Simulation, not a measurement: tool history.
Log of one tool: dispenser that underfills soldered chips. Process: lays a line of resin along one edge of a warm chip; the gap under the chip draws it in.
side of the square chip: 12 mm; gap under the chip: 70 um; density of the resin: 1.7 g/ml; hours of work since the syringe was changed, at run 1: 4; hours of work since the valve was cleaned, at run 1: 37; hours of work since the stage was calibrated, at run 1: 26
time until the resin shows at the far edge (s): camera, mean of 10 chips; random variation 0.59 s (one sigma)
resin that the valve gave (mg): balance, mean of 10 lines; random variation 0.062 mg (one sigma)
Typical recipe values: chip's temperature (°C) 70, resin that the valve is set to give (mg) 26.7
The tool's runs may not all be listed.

run  hour  chip's temperature (°C)  resin that the valve is set to give (mg)  hours of work since the syringe was changed  hours of work since the valve was cleaned  hours of work since the stage was calibrated  time until the resin shows at the far edge (s)  resin that the valve gave (mg)
  1   0.0                       70                                      26.7                                            4                                         37                                            26                                            61.0                           25.94
  2   3.5                       77                                      26.7                                            6                                         39                                            28                                            51.4                           25.88
  3   6.3                       77                                      26.7                                            8                                         41                                            30                                            55.1                           25.92
      7.8  -- new syringe of resin
  4   9.0                       70                                      26.7                                            1                                         42                                            32                                            53.7                           25.83
  5  12.2                       70                                      26.7                                            3                                         44                                            34                                            58.5                           25.72
     15.3  -- dispensing valve cleaned and set on the balance
  6  17.8                       70                                      26.7                                            6                                          2                                            36                                            67.1                           26.70
  7  21.4                       85                                      26.7                                            8                                          4                                            39                                            39.8                           26.61
     24.0  -- new syringe of resin
  8  26.5                       70                                      26.7                                            2                                          7                                            42                                            52.3                           26.55
  9  29.1                       70                                      26.7                                            3                                          8                                            43                                            57.8                           26.60
 10  31.4                       70                                      26.7                                            5                                         10                                            45                                            61.4                           26.41
 11  36.5                       70                                      26.7                                            8                                         13                                            48                                            70.3                           26.45
     38.7  -- new syringe of resin
 12  41.9                       70                                      26.7                                            2                                         16                                            51                                            56.6                           26.27
 13  46.5                       70                                      26.7                                            5                                         19                                            54                                            64.0                           26.29
 14  49.5                       71                                      26.7                                            7                                         21                                            56                                            67.4                           26.20
     53.7  -- new syringe of resin
 15  53.7                       74                                      23.1                                            0                                         23                                            58                                            45.8                           22.63
 16  57.8                       63                                      30.5                                            2                                         26                                            60                                            76.5                           29.73
 17  60.0                       63                                      30.5                                            4                                         27                                            62                                            80.5                           29.92
 18  64.9                       56                                      23.9                                            7                                         30                                            65                                           131.9                           23.28
 19  67.6                       70                                      27.4                                            9                                         32                                            66                                            76.6                           26.70
     68.5  -- new syringe of resin
 20  71.5                       59                                      26.7                                            2                                         34                                            69                                            89.2                           25.93
 21  74.9                       80                                      33.9                                            4                                         36                                            71                                            40.1                           32.85
 22  79.0                       68                                      33.9                                            6                                         38                                            73                                            73.5                           32.99
     83.4  -- new syringe of resin
 23  83.9                       68                                      33.9                                            0                                         41                                            76                                            55.4                           32.86
 24  87.8                       68                                      33.9                                            3                                         44                                            79                                            61.6                           32.68
     91.9  -- dispensing valve cleaned and set on the balance
 25  91.9                       62                                      29.5                                            5                                          0                                            80                                            85.7                           29.49
 26  95.0                       68                                      34.5                                            7                                          2                                            82                                            71.6                           34.43

Forecast each of these 4 alternatives for the next run:
     99.3  -- new syringe of resin
  A  99.3                       65                                      24.7                                            0                                          4                                            85                                               ?                               ?
     99.3  -- new syringe of resin
  B  99.3                       60                                      27.4                                            0                                          4                                            85                                               ?                               ?
     99.3  -- new syringe of resin
  C  99.3                       61                                      26.7                                            0                                          4                                            85                                               ?                               ?
     99.3  -- new syringe of resin
  D  99.3                       65                                      32.3                                            0                                          4                                            85                                               ?                               ?

run  time until the resin shows at the far edge (s)  resin that the valve gave (mg)
  A                                            63.7                           24.55
  B                                            76.9                           27.20
  C                                            75.5                           26.69
  D                                            63.5                           32.09
Had the tool no hidden state, the same runs would have come out as:
run  time until the resin shows at the far edge (s)  resin that the valve gave (mg)
  A                                            62.7                           24.69
  B                                            75.7                           27.36
  C                                            74.4                           26.85
  D                                            62.6                           32.28
